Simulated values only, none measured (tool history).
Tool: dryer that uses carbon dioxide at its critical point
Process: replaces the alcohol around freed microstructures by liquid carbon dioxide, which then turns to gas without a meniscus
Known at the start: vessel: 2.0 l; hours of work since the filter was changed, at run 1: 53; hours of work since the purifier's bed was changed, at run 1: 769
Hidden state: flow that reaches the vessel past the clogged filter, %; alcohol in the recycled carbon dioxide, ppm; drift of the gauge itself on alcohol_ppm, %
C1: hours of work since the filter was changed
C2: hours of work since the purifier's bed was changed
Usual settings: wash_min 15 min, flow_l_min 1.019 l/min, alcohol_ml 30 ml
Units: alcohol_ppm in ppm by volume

{"run": 1, "hour": 0.0, "wash_min": 15, "flow_l_min": 1.019, "alcohol_ml": 30, "C1": 53, "C2": 769, "alcohol_ppm": 157}
{"run": 2, "hour": 27.7, "wash_min": 15, "flow_l_min": 1.019, "alcohol_ml": 30, "C1": 67, "C2": 782, "alcohol_ppm": 160}
{"run": 3, "hour": 71.3, "wash_min": 15, "flow_l_min": 1.019, "alcohol_ml": 30, "C1": 88, "C2": 803, "alcohol_ppm": 151}
{"run": 4, "hour": 135.4, "wash_min": 16, "flow_l_min": 1.019, "alcohol_ml": 30, "C1": 119, "C2": 834, "alcohol_ppm": 153}
{"run": 5, "hour": 191.9, "wash_min": 16, "flow_l_min": 1.019, "alcohol_ml": 30, "C1": 146, "C2": 861, "alcohol_ppm": 153}
{"run": 6, "hour": 229.1, "wash_min": 15, "flow_l_min": 1.019, "alcohol_ml": 30, "C1": 164, "C2": 879, "alcohol_ppm": 181}
{"hour": 277.5, "done": "inlet filter changed"}
{"run": 7, "hour": 277.5, "wash_min": 15, "flow_l_min": 1.019, "alcohol_ml": 30, "C1": 0, "C2": 902, "alcohol_ppm": 164}
{"run": 8, "hour": 329.9, "wash_min": 15, "flow_l_min": 1.019, "alcohol_ml": 30, "C1": 25, "C2": 927, "alcohol_ppm": 166}
{"run": 9, "hour": 394.3, "wash_min": 15, "flow_l_min": 1.019, "alcohol_ml": 30, "C1": 56, "C2": 958, "alcohol_ppm": 176}
{"run": 10, "hour": 450.3, "wash_min": 15, "flow_l_min": 1.019, "alcohol_ml": 30, "C1": 83, "C2": 985, "alcohol_ppm": 181}
{"run": 11, "hour": 497.4, "wash_min": 15, "flow_l_min": 1.019, "alcohol_ml": 30, "C1": 106, "C2": 1008, "alcohol_ppm": 185}
{"run": 12, "hour": 531.4, "wash_min": 15, "flow_l_min": 1.019, "alcohol_ml": 30, "C1": 123, "C2": 1024, "alcohol_ppm": 199}
{"run": 13, "hour": 589.7, "wash_min": 15, "flow_l_min": 1.019, "alcohol_ml": 30, "C1": 151, "C2": 1053, "alcohol_ppm": 203}
{"run": 14, "hour": 626.7, "wash_min": 15, "flow_l_min": 1.019, "alcohol_ml": 30, "C1": 169, "C2": 1070, "alcohol_ppm": 216}
{"hour": 664.3, "done": "inlet filter changed"}
{"run": 15, "hour": 688.6, "wash_min": 15, "flow_l_min": 1.019, "alcohol_ml": 30, "C1": 12, "C2": 1100, "alcohol_ppm": 195}
{"run": 16, "hour": 741.1, "wash_min": 16, "flow_l_min": 1.019, "alcohol_ml": 30, "C1": 37, "C2": 1125, "alcohol_ppm": 186}
{"hour": 778.8, "done": "purifier's bed changed"}
{"run": 17, "hour": 788.2, "wash_min": 16, "flow_l_min": 1.019, "alcohol_ml": 30, "C1": 58, "C2": 5, "alcohol_ppm": 32}
{"run": 18, "hour": 831.8, "wash_min": 16, "flow_l_min": 1.019, "alcohol_ml": 30, "C1": 79, "C2": 26, "alcohol_ppm": 34}
{"run": 19, "hour": 863.1, "wash_min": 15, "flow_l_min": 1.019, "alcohol_ml": 30, "C1": 94, "C2": 41, "alcohol_ppm": 45}
{"run": 20, "hour": 890.0, "wash_min": 9, "flow_l_min": 1.019, "alcohol_ml": 30, "C1": 107, "C2": 54, "alcohol_ppm": 419}
{"run": 21, "hour": 932.9, "wash_min": 9, "flow_l_min": 1.019, "alcohol_ml": 30, "C1": 128, "C2": 74, "alcohol_ppm": 453}
{"run": 22, "hour": 980.5, "wash_min": 9, "flow_l_min": 1.019, "alcohol_ml": 30, "C1": 151, "C2": 97, "alcohol_ppm": 480}
{"run": 23, "hour": 1041.3, "wash_min": 17, "flow_l_min": 0.65, "alcohol_ml": 46, "C1": 180, "C2": 127, "alcohol_ppm": 412}
{"hour": 1055.8, "done": "inlet filter changed"}
{"run": 24, "hour": 1069.2, "wash_min": 20, "flow_l_min": 0.67, "alcohol_ml": 46, "C1": 6, "C2": 140, "alcohol_ppm": 102}
{"run": 25, "hour": 1116.1, "wash_min": 20, "flow_l_min": 0.67, "alcohol_ml": 46, "C1": 29, "C2": 162, "alcohol_ppm": 110}
{"run": 26, "hour": 1175.7, "wash_min": 20, "flow_l_min": 0.67, "alcohol_ml": 46, "C1": 58, "C2": 191, "alcohol_ppm": 124}
{"run": 27, "hour": 1222.6, "wash_min": 20, "flow_l_min": 1.09, "alcohol_ml": 46, "C1": 81, "C2": 214, "alcohol_ppm": 44}
{"run": 28, "hour": 1261.0, "wash_min": 20, "flow_l_min": 1.09, "alcohol_ml": 46, "C1": 99, "C2": 232, "alcohol_ppm": 42}

Forecast run 29:
{"run": 29, "hour": 1314.4, "wash_min": 15, "flow_l_min": 0.67, "alcohol_ml": 30, "C1": 125, "C2": 258, "alcohol_ppm": "?"}

{"run 29": {"alcohol_ppm": 347}}
Without the tool's hidden state the same run would have given alcohol_ppm 202 ppm by volume.
